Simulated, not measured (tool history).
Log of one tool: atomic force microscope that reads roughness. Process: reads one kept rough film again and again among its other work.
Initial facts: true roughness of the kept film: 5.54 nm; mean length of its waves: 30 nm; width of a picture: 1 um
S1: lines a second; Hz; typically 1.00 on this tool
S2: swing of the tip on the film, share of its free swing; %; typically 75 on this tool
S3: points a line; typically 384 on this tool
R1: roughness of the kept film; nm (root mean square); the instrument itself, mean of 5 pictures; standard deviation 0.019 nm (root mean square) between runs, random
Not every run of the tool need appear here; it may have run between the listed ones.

run,hour,S1,S2,S3,R1
1,0.0,1.00,75,384,3.618
2,30.2,1.00,75,384,3.251
# hour 33.8: new tip fitted
3,75.7,1.00,75,384,3.852
4,106.4,1.00,75,384,3.474
# hour 116.2: new tip fitted
5,138.6,1.00,75,384,4.122
6,182.4,1.00,75,384,3.445
# hour 199.2: new tip fitted
7,232.1,1.00,75,940,4.030
8,273.4,1.00,75,384,3.435
# hour 282.4: new tip fitted
9,309.0,1.00,75,384,4.023
# hour 364.1: new tip fitted
10,370.6,1.00,75,384,4.450
11,395.9,1.00,75,384,3.954
# hour 447.2: new tip fitted
12,455.8,1.00,75,384,4.304
13,499.3,1.00,75,384,3.680
# hour 531.6: new tip fitted
14,535.4,1.00,75,384,4.474
15,589.0,1.00,65,384,3.753
# hour 612.9: new tip fitted
16,632.1,1.00,65,384,4.329
17,674.7,1.00,65,384,3.689
# hour 694.8: new tip fitted
18,702.4,1.00,65,384,4.574
19,745.3,1.00,65,384,3.800
# hour 780.1: new tip fitted
20,780.1,1.00,65,384,4.670
21,838.4,1.66,75,384,3.402
# hour 862.7: new tip fitted
22,883.7,1.66,75,384,3.900
23,938.4,1.00,75,652,3.437
# hour 948.4: new tip fitted
24,997.3,1.00,75,652,3.795
# hour 1031.7: new tip fitted
25,1043.8,1.00,75,652,4.331
26,1095.2,0.94,75,652,3.545
# hour 1115.5: new tip fitted
27,1143.4,1.80,88,507,3.459
28,1175.5,1.80,88,507,3.102
# hour 1202.4: new tip fitted
29,1230.1,1.21,79,384,3.930
30,1257.4,3.31,74,802,3.199
# hour 1288.5: new tip fitted
31,1317.8,1.81,62,314,4.037
# hour 1373.7: new tip fitted
32,1379.8,1.10,64,820,4.557
33,1433.2,1.10,64,820,3.738
# hour 1457.2: new tip fitted
34,1488.7,0.79,66,458,4.124
35,1533.4,0.79,66,458,3.487
# hour 1539.7: new tip fitted
# hour 1540.7: height scale calibrated on a step standard
36,1584.0,0.79,66,458,3.928
37,1618.5,0.79,66,458,3.500
# hour 1626.7: new tip fitted
38,1660.4,0.79,66,458,4.087
39,1697.5,0.75,75,844,3.554
# hour 1711.4: new tip fitted
40,1738.7,0.75,75,844,4.122
41,1782.0,0.75,58,577,3.632
# hour 1792.7: new tip fitted
42,1808.5,0.75,58,577,4.482
43,1834.8,0.75,56,258,4.010
44,1862.4,0.75,56,258,3.616
# hour 1876.5: new tip fitted
# hour 1886.8: height scale calibrated on a step standard, once more
45,1905.6,1.00,75,377,4.102
46,1949.2,2.20,75,384,3.230
# hour 1964.0: new tip fitted
47,1977.1,2.20,65,384,4.231
48,2003.7,0.87,57,429,4.026
49,2038.2,0.53,57,429,3.593
# hour 2047.9: new tip fitted
50,2067.4,0.93,90,429,3.924

Consider 3 possible next runs. They are alternatives, not a sequence: every one starts from the tool as it was left by run 50. What does each give?
A,2100.6,3.57,76,548,?
B,2100.6,1.24,77,259,?
C,2100.6,3.88,78,321,?

run,R1
A,3.059
B,3.518
C,2.903
Take away the tool's hidden state, keep each run's random variation, and the runs would have read:
run,R1
A,3.849
B,4.427
C,3.655

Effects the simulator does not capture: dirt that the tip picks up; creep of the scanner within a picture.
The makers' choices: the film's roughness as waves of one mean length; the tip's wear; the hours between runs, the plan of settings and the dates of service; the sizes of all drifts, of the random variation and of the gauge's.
